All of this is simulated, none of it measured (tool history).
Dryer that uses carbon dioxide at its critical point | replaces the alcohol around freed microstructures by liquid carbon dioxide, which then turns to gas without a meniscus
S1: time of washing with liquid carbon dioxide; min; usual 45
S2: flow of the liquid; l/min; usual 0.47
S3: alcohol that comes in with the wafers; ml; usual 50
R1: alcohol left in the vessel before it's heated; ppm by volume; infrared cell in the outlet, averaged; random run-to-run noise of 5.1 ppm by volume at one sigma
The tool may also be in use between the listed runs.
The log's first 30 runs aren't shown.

{"run": 31, "hour": 338.3, "S1": 69, "S2": 0.347, "S3": 111, "R1": 153}
{"run": 32, "hour": 347.2, "S1": 39, "S2": 0.47, "S3": 50, "R1": 238}
{"run": 33, "hour": 357.9, "S1": 45, "S2": 0.642, "S3": 31, "R1": 54}
{"run": 34, "hour": 371.2, "S1": 31, "S2": 0.47, "S3": 119, "R1": 1177}
{"run": 35, "hour": 380.0, "S1": 62, "S2": 0.47, "S3": 119, "R1": 85}
{"run": 36, "hour": 391.6, "S1": 31, "S2": 0.534, "S3": 71, "R1": 492}
{"run": 37, "hour": 403.9, "S1": 41, "S2": 0.47, "S3": 50, "R1": 217}
{"run": 38, "hour": 415.3, "S1": 40, "S2": 0.47, "S3": 50, "R1": 236}
{"run": 39, "hour": 425.8, "S1": 40, "S2": 0.47, "S3": 50, "R1": 254}
{"run": 40, "hour": 432.6, "S1": 57, "S2": 0.341, "S3": 24, "R1": 123}
{"run": 41, "hour": 443.8, "S1": 57, "S2": 0.341, "S3": 24, "R1": 132}
{"run": 42, "hour": 454.6, "S1": 57, "S2": 0.341, "S3": 24, "R1": 137}
{"run": 43, "hour": 470.7, "S1": 57, "S2": 0.341, "S3": 24, "R1": 137}
{"run": 44, "hour": 485.0, "S1": 54, "S2": 0.732, "S3": 73, "R1": 55}
{"run": 45, "hour": 500.6, "S1": 54, "S2": 0.732, "S3": 73, "R1": 58}
{"run": 46, "hour": 509.5, "S1": 54, "S2": 0.732, "S3": 73, "R1": 53}
{"run": 47, "hour": 518.0, "S1": 45, "S2": 0.295, "S3": 50, "R1": 737}

Here are 4 independent what-if runs from the current tool condition. What would each one return?
{"run": "A", "hour": 529.0, "S1": 33, "S2": 0.295, "S3": 67, "R1": "?"}
{"run": "B", "hour": 529.0, "S1": 38, "S2": 0.43, "S3": 102, "R1": "?"}
{"run": "C", "hour": 529.0, "S1": 45, "S2": 0.348, "S3": 34, "R1": "?"}
{"run": "D", "hour": 529.0, "S1": 45, "S2": 0.606, "S3": 29, "R1": "?"}

run=A R1=2084
run=B R1=824
run=C R1=347
run=D R1=65
With no hidden state in the tool, these same runs would have given:
run=A R1=1562
run=B R1=500
run=C R1=202
run=D R1=11
